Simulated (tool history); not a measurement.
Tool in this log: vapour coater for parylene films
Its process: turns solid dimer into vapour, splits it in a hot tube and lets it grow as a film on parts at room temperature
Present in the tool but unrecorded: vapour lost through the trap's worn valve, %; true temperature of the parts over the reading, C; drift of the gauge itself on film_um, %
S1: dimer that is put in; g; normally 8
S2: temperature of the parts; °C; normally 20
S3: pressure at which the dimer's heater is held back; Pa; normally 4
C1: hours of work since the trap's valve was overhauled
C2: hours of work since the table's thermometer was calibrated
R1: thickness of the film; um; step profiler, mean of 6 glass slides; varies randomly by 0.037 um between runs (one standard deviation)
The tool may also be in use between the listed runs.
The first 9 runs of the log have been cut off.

Run 10, hour 383.1: usual settings but S1 6 g; C1 394; C2 733. Result: R1 2.83 um.
Run 11, hour 411.6: usual settings; C1 411; C2 750. Result: R1 3.7 um.
Run 12, hour 466.4: usual settings but S3 9.32 Pa; C1 444; C2 782. Result: R1 3.41 um.
Run 13, hour 517.1: usual settings but S3 9.32 Pa; C1 474; C2 812. Result: R1 3.27 um.
Run 14, hour 542.3: usual settings; C1 489; C2 827. Result: R1 3.65 um.
Run 15, hour 566.5: usual settings but S1 6 g; C1 504; C2 842. Result: R1 2.86 um.
Run 16, hour 597.3: usual settings; C1 522; C2 860. Result: R1 3.68 um.
Run 17, hour 642.3: usual settings; C1 549; C2 887. Result: R1 3.62 um.
Run 18, hour 674.9: usual settings; C1 568; C2 906. Result: R1 3.7 um.
Run 19, hour 704: usual settings but S1 5 g; C1 585; C2 924. Result: R1 2.26 um.
At hour 722.5: trap's valve overhauled.
Run 20, hour 730.5: usual settings but S1 5 g; C1 5; C2 937. Result: R1 2.45 um.
Run 21, hour 754: usual settings but S3 2.08 Pa; C1 19; C2 951. Result: R1 4.22 um.
Run 22, hour 798: usual settings but S3 2.08 Pa; C1 45; C2 977. Result: R1 4.29 um.
Run 23, hour 833.2: usual settings but S3 2.08 Pa; C1 66; C2 998. Result: R1 4.25 um.
Run 24, hour 859.3: usual settings; C1 81; C2 1014. Result: R1 3.94 um.
Run 25, hour 909.1: usual settings; C1 111; C2 1043. Result: R1 3.9 um.
Run 26, hour 948.4: usual settings but S2 17 °C; C1 134; C2 1067. Result: R1 4.15 um.

Estimate the outcome of run 27 from the log above:
Run 27, hour 984.5: usual settings but S2 17 °C; C1 156; C2 1088. Result: R1 ?.

Run 27 came out at R1 4.11 um.
With no hidden state in the tool, this same run would have given R1 4.17 um.

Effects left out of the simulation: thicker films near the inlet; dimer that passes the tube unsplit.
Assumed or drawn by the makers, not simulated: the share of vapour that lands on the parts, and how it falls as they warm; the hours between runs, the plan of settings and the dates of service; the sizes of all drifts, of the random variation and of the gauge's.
